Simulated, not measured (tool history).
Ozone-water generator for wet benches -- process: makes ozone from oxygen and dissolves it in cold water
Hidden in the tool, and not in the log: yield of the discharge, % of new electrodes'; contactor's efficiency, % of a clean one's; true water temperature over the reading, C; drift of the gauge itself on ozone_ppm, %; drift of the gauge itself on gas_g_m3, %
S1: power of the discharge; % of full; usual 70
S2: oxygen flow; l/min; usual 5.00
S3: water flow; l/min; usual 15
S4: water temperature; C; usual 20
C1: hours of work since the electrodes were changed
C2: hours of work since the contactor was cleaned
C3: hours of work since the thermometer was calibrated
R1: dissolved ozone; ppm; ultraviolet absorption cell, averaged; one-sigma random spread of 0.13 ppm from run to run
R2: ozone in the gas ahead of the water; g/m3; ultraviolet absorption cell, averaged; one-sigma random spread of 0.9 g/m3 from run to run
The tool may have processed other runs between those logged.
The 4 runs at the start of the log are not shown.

run    hour  S1    S2  S3  S4    C1    C2   C3    R1     R2
  5   177.8  70  5.00  15  20   634   509  138  14.3  148.1
  6   224.9  70  5.00  15  20   667   542  171  14.2  149.5
  7   299.4  70  5.00  15  20   720   595  224  14.3  147.9
  8   346.0  51  5.00  15  20   754   628  257  12.3  126.7
  9   416.4  51  5.00  15  20   804   679  308  12.1  127.5
 10   460.7  65  5.00  15  20   835   710  339  13.7  144.1
 11   491.4  65  5.00  15  20   857   732  361  13.6  142.5
 12   522.9  70  5.10  15  20   879   754  383  14.3  148.7
 13   586.1  70  5.00  15  14   924   799  428  15.6  149.8
 14   634.0  70  5.00  15  23   958   833  462  13.3  150.8
 15   704.8  70  5.00  15  23  1009   884  513  13.4  149.6
 16   746.4  70  5.00  15  23  1039   913  542  13.4  149.8
 17   780.9  70  5.00  15  23  1063   938  567  13.6  147.8
 18   853.2  70  5.00  15  23  1115   989  618  13.3  148.2
 19   887.6  70  5.00  15  23  1139  1014  643  13.4  150.1
 20   949.0  70  5.00  15  23  1183  1058  687  13.7  147.8
 21   986.5  98  2.80   9  20  1209  1084  713  26.6  243.4
 22  1027.8  92  5.00  15  12  1239  1114  743  18.9  171.6
 23  1070.9  44  8.30  15  13  1269  1144  773  11.8   87.8
 24  1110.4  70  3.18  15  20  1298  1173  801  14.3  191.8
 25  1158.1  70  3.18  15  20  1332  1206  835  14.5  190.8
 26  1208.7  70  2.54  23  20  1368  1242  871   9.0  219.3
 27  1258.7  70  2.54  23  20  1403  1278  907   9.0  217.9
 28  1305.2  42  2.54  11  20  1436  1311  940  14.8  166.7

Run 29 comes next. What will it give?
 29  1344.9  91  5.79  11  15  1464  1339  968   ?   ?

Run 29 gave R1 22.5 ppm, R2 156.8 g/m3.
The same run, on a tool lacking any hidden state, would have yielded R1 22.5 ppm, R2 156.8 g/m3.
